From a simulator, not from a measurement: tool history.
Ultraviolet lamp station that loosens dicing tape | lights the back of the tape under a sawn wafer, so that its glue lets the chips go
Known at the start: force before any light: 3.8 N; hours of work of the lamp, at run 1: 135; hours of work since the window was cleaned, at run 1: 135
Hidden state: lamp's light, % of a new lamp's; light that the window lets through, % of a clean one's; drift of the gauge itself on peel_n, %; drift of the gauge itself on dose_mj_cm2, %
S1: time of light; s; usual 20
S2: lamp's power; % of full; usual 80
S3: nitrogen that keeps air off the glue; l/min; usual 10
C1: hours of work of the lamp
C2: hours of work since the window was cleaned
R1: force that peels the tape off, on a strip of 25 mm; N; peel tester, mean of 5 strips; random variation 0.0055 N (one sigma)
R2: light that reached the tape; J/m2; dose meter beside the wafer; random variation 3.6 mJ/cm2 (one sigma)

| run | hour | S1 | S2 | S3 | C1 | C2 | R1 | R2 |
|---|---|---|---|---|---|---|---|---|
| 1 | 0.0 | 20 | 80 | 10 | 135 | 135 | 0.117 | 5960 |
| 2 | 58.7 | 20 | 80 | 10 | 168 | 168 | 0.112 | 5970 |
| 3 | 95.3 | 20 | 80 | 10 | 189 | 189 | 0.108 | 5930 |
| 4 | 138.7 | 20 | 80 | 10 | 213 | 213 | 0.109 | 5960 |
| 5 | 198.4 | 20 | 80 | 10 | 247 | 247 | 0.101 | 5970 |
|  | 203.1 | window cleaned of glue's vapour |
| 6 | 249.3 | 20 | 80 | 10 | 275 | 26 | 0.105 | 5990 |
| 7 | 315.0 | 20 | 80 | 10 | 312 | 63 | 0.111 | 5960 |
| 8 | 359.3 | 20 | 80 | 10 | 337 | 88 | 0.111 | 5970 |
| 9 | 427.4 | 20 | 80 | 10 | 376 | 127 | 0.103 | 5970 |
| 10 | 504.4 | 20 | 80 | 10 | 419 | 170 | 0.104 | 5980 |
| 11 | 545.1 | 20 | 80 | 10 | 442 | 193 | 0.101 | 5960 |
| 12 | 620.2 | 20 | 80 | 10 | 485 | 235 | 0.112 | 5970 |
|  | 649.0 | window cleaned of glue's vapour |
| 13 | 697.0 | 20 | 85 | 10 | 528 | 27 | 0.096 | 6380 |
| 14 | 772.0 | 20 | 85 | 10 | 570 | 69 | 0.097 | 6310 |
| 15 | 816.5 | 15 | 85 | 10 | 595 | 94 | 0.185 | 4760 |
| 16 | 849.6 | 15 | 85 | 10 | 614 | 113 | 0.169 | 4780 |
| 17 | 895.4 | 15 | 85 | 10 | 640 | 139 | 0.190 | 4730 |
| 18 | 966.9 | 15 | 85 | 10 | 680 | 179 | 0.171 | 4740 |
| 19 | 1020.7 | 15 | 85 | 10 | 710 | 210 | 0.176 | 4750 |
| 20 | 1086.9 | 20 | 80 | 10 | 748 | 247 | 0.107 | 5980 |
|  | 1092.0 | window cleaned of glue's vapour |
| 21 | 1152.6 | 20 | 80 | 10 | 784 | 34 | 0.116 | 5950 |
| 22 | 1188.0 | 20 | 77 | 10 | 804 | 54 | 0.120 | 5740 |
| 23 | 1224.8 | 20 | 93 | 15 | 825 | 75 | 0.076 | 7020 |
| 24 | 1293.9 | 20 | 93 | 15 | 864 | 114 | 0.074 | 6890 |
| 25 | 1360.1 | 20 | 61 | 10 | 902 | 151 | 0.199 | 4510 |
| 26 | 1393.7 | 39 | 61 | 5 | 920 | 170 | 0.071 | 8790 |
| 27 | 1452.7 | 12 | 76 | 8 | 954 | 203 | 0.422 | 3400 |
| 28 | 1487.4 | 20 | 93 | 7 | 973 | 223 | 0.095 | 6930 |
|  | 1538.8 | window cleaned of glue's vapour |
| 29 | 1553.4 | 20 | 93 | 5 | 1010 | 8 | 0.111 | 6850 |
| 30 | 1590.2 | 17 | 73 | 20 | 1031 | 29 | 0.147 | 4660 |
| 31 | 1627.5 | 39 | 80 | 4 | 1052 | 50 | 0.069 | 11630 |
| 32 | 1676.0 | 13 | 92 | 8 | 1079 | 77 | 0.229 | 4450 |
| 33 | 1743.1 | 13 | 90 | 9 | 1117 | 115 | 0.228 | 4340 |
| 34 | 1818.3 | 35 | 85 | 6 | 1160 | 158 | 0.063 | 11060 |
| 35 | 1892.8 | 18 | 93 | 9 | 1202 | 200 | 0.104 | 6230 |
| 36 | 1945.5 | 23 | 75 | 8 | 1231 | 229 | 0.107 | 6450 |
|  | 1983.0 | window cleaned of glue's vapour |
|  | 2009.3 | lamp changed |
| 37 | 2021.9 | 13 | 61 | 3 | 7 | 21 | 0.789 | 3000 |
| 38 | 2078.2 | 13 | 61 | 3 | 39 | 53 | 0.786 | 2950 |
| 39 | 2137.4 | 27 | 91 | 4 | 72 | 87 | 0.078 | 9200 |
| 40 | 2203.2 | 20 | 80 | 11 | 109 | 124 | 0.105 | 5920 |
| 41 | 2257.1 | 20 | 80 | 11 | 140 | 154 | 0.109 | 5980 |
| 42 | 2316.4 | 27 | 86 | 8 | 173 | 188 | 0.068 | 8670 |
| 43 | 2389.3 | 12 | 62 | 11 | 214 | 229 | 0.550 | 2760 |
|  | 2428.4 | window cleaned of glue's vapour |
| 44 | 2469.9 | 12 | 62 | 11 | 260 | 23 | 0.549 | 2800 |

Hidden state at the last listed run before each entry between runs and at the first one after, where it differs:
Between runs 5 and 6: window cleaned of glue's vapour (hour 203.1)
  light that the window lets through, % of a clean one's: 99.9 -> 100
Between runs 12 and 13: window cleaned of glue's vapour (hour 649.0)
  light that the window lets through, % of a clean one's: 99.9 -> 100
Between runs 20 and 21: window cleaned of glue's vapour (hour 1092.0)
  light that the window lets through, % of a clean one's: 99.9 -> 100
Between runs 28 and 29: window cleaned of glue's vapour (hour 1538.8)
  light that the window lets through, % of a clean one's: 99.9 -> 100
Between runs 36 and 37: window cleaned of glue's vapour (hour 1983.0); lamp changed (hour 2009.3)
  lamp's light, % of a new lamp's: 99.7 -> 100; light that the window lets through, % of a clean one's: 99.9 -> 100
Between runs 43 and 44: window cleaned of glue's vapour (hour 2428.4)
  light that the window lets through, % of a clean one's: 99.9 -> 100
